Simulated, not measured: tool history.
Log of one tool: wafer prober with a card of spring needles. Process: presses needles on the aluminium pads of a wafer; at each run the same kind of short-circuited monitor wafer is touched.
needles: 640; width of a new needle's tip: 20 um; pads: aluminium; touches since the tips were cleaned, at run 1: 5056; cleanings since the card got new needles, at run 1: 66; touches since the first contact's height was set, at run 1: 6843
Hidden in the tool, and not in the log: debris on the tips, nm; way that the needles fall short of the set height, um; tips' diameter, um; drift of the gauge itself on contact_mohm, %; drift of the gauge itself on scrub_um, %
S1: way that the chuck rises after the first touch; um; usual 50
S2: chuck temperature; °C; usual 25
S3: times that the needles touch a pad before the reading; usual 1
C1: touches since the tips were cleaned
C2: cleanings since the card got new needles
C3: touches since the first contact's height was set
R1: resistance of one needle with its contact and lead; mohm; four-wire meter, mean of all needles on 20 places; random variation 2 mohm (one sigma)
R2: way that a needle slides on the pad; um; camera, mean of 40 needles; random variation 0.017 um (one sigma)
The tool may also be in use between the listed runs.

run   hour  S1   S2  S3    C1  C2     C3   R1    R2
  1      0  50   25   1  5056  66   6843  574  7.31
       4.7  -- tips cleaned on abrasive film
  2   14.1  50   25   1  5466  67  14962  578   7.3
      17.5  -- tips cleaned on abrasive film
      30.7  -- tips cleaned on abrasive film
  3   36.3  50   25   1  3278  69  27713  541  7.27
      44.1  -- tips cleaned on abrasive film
      57.3  -- tips cleaned on abrasive film
  4   57.7  50   25   1   228  71  39973  288  7.26
      70.3  -- tips cleaned on abrasive film
  5   78.5  50   35   1  4778  72  51948  580  7.24
      84.8  -- tips cleaned on abrasive film
  6     92  50   35   1  4135  73  59684  566  7.21
      98.3  -- tips cleaned on abrasive film
  7  106.8  50   46   1  4873  74  68192  583   7.2
     112.1  -- tips cleaned on abrasive film
  8  117.2  50   53   1  2919  75  74169  521  7.21
     125.7  -- tips cleaned on abrasive film
     138.2  -- tips cleaned on abrasive film
  9  138.2  50   53   1     0  77  86224  261  7.21
       151  -- tips cleaned on abrasive film
 10  152.1  50   25   1   658  78  94210  333  7.15
     164.4  -- tips cleaned on abrasive film
     171.2  -- height of the first contact set anew
 11  174.7  50   25   1  5840  79   2049  592  7.27
     178.3  -- tips cleaned on abrasive film
     191.7  -- tips cleaned on abrasive film
 12  192.9  50   25   1   697  81  12455  383  7.29
     204.4  -- tips cleaned on abrasive film
 13  204.4  50   25   1     9  82  19064  252  7.29
 14  216.4  50  117   1  6936  82  25991  580  7.28
     218.4  -- tips cleaned on abrasive film
 15  230.4  50  117   1  6962  83  34064  570  7.26
     231.6  -- tips cleaned on abrasive film
     245.2  -- tips cleaned on abrasive film
 16  252.7  50  117   1  4322  85  46810  542  7.24
     258.5  -- tips cleaned on abrasive film
 17    266  40   25   2  4352  86  54495  547  5.78
     272.3  -- tips cleaned on abrasive film
     284.8  -- tips cleaned on abrasive film
 18    285  40   44   2   110  88  65363  291  5.76
 19    295  63  105   1  5871  88  71124  453  9.12
     298.6  -- tips cleaned on abrasive film
     311.5  -- tips cleaned on abrasive film
 20  316.8  63  105   1  3122  90  83680  434  9.11
       324  -- tips cleaned on abrasive film
     336.6  -- tips cleaned on abrasive film
 21  337.2  63  105   1   311  92  95319  297  9.07

Forecast run 22:
     349.6  -- tips cleaned on abrasive film
 22  349.6  50  110   3   0  93  102477   ?   ?

R1: 257 mohm
R2: 7.19 um
Without the tool's hidden state the same run would have given R1 243 mohm, R2 7.33 um.
